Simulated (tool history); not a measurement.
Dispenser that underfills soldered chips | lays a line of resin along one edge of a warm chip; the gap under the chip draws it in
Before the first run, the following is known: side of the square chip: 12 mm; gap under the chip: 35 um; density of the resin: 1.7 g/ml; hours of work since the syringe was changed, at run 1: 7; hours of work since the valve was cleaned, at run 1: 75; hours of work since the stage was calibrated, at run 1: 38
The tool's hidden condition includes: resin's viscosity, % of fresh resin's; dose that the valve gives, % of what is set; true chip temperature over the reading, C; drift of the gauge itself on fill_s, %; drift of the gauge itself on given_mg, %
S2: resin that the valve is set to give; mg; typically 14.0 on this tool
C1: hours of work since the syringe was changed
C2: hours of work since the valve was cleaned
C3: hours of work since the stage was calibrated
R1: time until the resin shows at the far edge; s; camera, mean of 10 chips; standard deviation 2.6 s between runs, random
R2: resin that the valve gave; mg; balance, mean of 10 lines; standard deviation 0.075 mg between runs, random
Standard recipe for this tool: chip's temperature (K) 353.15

run 1 day=0.000 | chip's_temperature_(K)=353.15 S2=14.0 | C1=7 C2=75 C3=38 | R1=327.7 R2=13.17
-- day=0.200 new syringe of resin
run 2 day=0.358 | chip's_temperature_(K)=366.15 S2=14.0 | C1=2 C2=80 C3=43 | R1=174.0 R2=13.24
run 3 day=0.571 | chip's_temperature_(K)=366.15 S2=14.0 | C1=6 C2=83 C3=46 | R1=199.9 R2=13.04
-- day=0.867 new syringe of resin
run 4 day=1.050 | chip's_temperature_(K)=353.15 S2=16.1 | C1=3 C2=90 C3=53 | R1=283.8 R2=15.01
run 5 day=1.338 | chip's_temperature_(K)=340.15 S2=14.0 | C1=7 C2=95 C3=57 | R1=545.5 R2=12.98
-- day=1.517 new syringe of resin
run 6 day=1.779 | chip's_temperature_(K)=340.15 S2=14.0 | C1=4 C2=101 C3=64 | R1=490.7 R2=12.90
-- day=2.171 new syringe of resin
-- day=2.254 dispensing valve cleaned and set on the balance
run 7 day=2.300 | chip's_temperature_(K)=353.15 S2=14.0 | C1=1 C2=1 C3=71 | R1=270.9 R2=13.94
run 8 day=2.746 | chip's_temperature_(K)=353.15 S2=14.0 | C1=8 C2=7 C3=78 | R1=342.2 R2=13.93
-- day=2.862 new syringe of resin
run 9 day=2.971 | chip's_temperature_(K)=353.15 S2=13.7 | C1=2 C2=11 C3=81 | R1=270.4 R2=13.62
run 10 day=3.317 | chip's_temperature_(K)=353.15 S2=13.7 | C1=7 C2=16 C3=86 | R1=329.1 R2=13.56
-- day=3.508 new syringe of resin
run 11 day=3.658 | chip's_temperature_(K)=353.15 S2=14.0 | C1=2 C2=21 C3=91 | R1=275.9 R2=13.86
run 12 day=3.867 | chip's_temperature_(K)=353.15 S2=14.0 | C1=5 C2=24 C3=94 | R1=306.2 R2=13.93
run 13 day=4.083 | chip's_temperature_(K)=353.15 S2=13.0 | C1=9 C2=27 C3=97 | R1=345.2 R2=12.72
-- day=4.183 new syringe of resin
run 14 day=4.575 | chip's_temperature_(K)=353.15 S2=13.0 | C1=6 C2=34 C3=105 | R1=321.2 R2=12.69
-- day=4.825 new syringe of resin
run 15 day=4.983 | chip's_temperature_(K)=339.15 S2=17.8 | C1=2 C2=40 C3=110 | R1=479.3 R2=17.35
run 16 day=5.304 | chip's_temperature_(K)=351.15 S2=12.1 | C1=7 C2=45 C3=115 | R1=371.0 R2=11.76
-- day=5.471 new syringe of resin
run 17 day=5.750 | chip's_temperature_(K)=351.15 S2=12.1 | C1=4 C2=52 C3=122 | R1=323.5 R2=11.60
-- day=6.129 new syringe of resin
run 18 day=6.229 | chip's_temperature_(K)=339.15 S2=16.3 | C1=2 C2=59 C3=129 | R1=465.7 R2=15.70
run 19 day=6.638 | chip's_temperature_(K)=342.15 S2=14.5 | C1=8 C2=65 C3=135 | R1=512.8 R2=13.80
-- day=6.775 new syringe of resin
run 20 day=7.067 | chip's_temperature_(K)=342.15 S2=16.3 | C1=4 C2=71 C3=141 | R1=448.0 R2=15.62
run 21 day=7.308 | chip's_temperature_(K)=342.15 S2=16.3 | C1=8 C2=75 C3=145 | R1=495.2 R2=15.51
-- day=7.425 new syringe of resin
run 22 day=7.696 | chip's_temperature_(K)=347.15 S2=13.5 | C1=4 C2=80 C3=150 | R1=373.1 R2=12.81
run 23 day=7.896 | chip's_temperature_(K)=357.15 S2=14.7 | C1=7 C2=83 C3=153 | R1=282.3 R2=13.83
-- day=8.075 new syringe of resin
run 24 day=8.183 | chip's_temperature_(K)=354.15 S2=14.0 | C1=2 C2=87 C3=158 | R1=259.1 R2=13.15
run 25 day=8.529 | chip's_temperature_(K)=353.15 S2=14.3 | C1=7 C2=93 C3=163 | R1=322.3 R2=13.41
-- day=8.746 new syringe of resin
run 26 day=8.842 | chip's_temperature_(K)=349.15 S2=13.9 | C1=1 C2=97 C3=167 | R1=311.7 R2=13.01
run 27 day=9.204 | chip's_temperature_(K)=345.15 S2=13.9 | C1=7 C2=102 C3=173 | R1=445.0 R2=12.90
-- day=9.408 new syringe of resin
-- day=9.575 dispensing valve cleaned and set on the balance
run 28 day=9.579 | chip's_temperature_(K)=345.15 S2=13.9 | C1=2 C2=0 C3=178 | R1=377.0 R2=13.97

What if the next run were any one of these 5? Each begins from the tool's condition after run 28:
run A day=10.017 | chip's_temperature_(K)=355.15 S2=14.4 | C1=8 C2=7 C3=184 | R1=? R2=?
run B day=10.017 | chip's_temperature_(K)=364.15 S2=14.0 | C1=8 C2=7 C3=184 | R1=? R2=?
run C day=10.017 | chip's_temperature_(K)=347.15 S2=12.2 | C1=8 C2=7 C3=184 | R1=? R2=?
run D day=10.017 | chip's_temperature_(K)=355.15 S2=12.7 | C1=8 C2=7 C3=184 | R1=? R2=?
run E day=10.017 | chip's_temperature_(K)=359.15 S2=13.0 | C1=8 C2=7 C3=184 | R1=? R2=?

run=A R1=311.1 R2=14.24
run=B R1=230.4 R2=13.86
run=C R1=440.3 R2=12.18
run=D R1=322.8 R2=12.54
run=E R1=276.8 R2=12.82
Without the tool's hidden state the same runs would have given:
run=A R1=239.3 R2=14.35
run=B R1=177.1 R2=13.97
run=C R1=339.2 R2=12.27
run=D R1=248.3 R2=12.64
run=E R1=212.8 R2=12.92

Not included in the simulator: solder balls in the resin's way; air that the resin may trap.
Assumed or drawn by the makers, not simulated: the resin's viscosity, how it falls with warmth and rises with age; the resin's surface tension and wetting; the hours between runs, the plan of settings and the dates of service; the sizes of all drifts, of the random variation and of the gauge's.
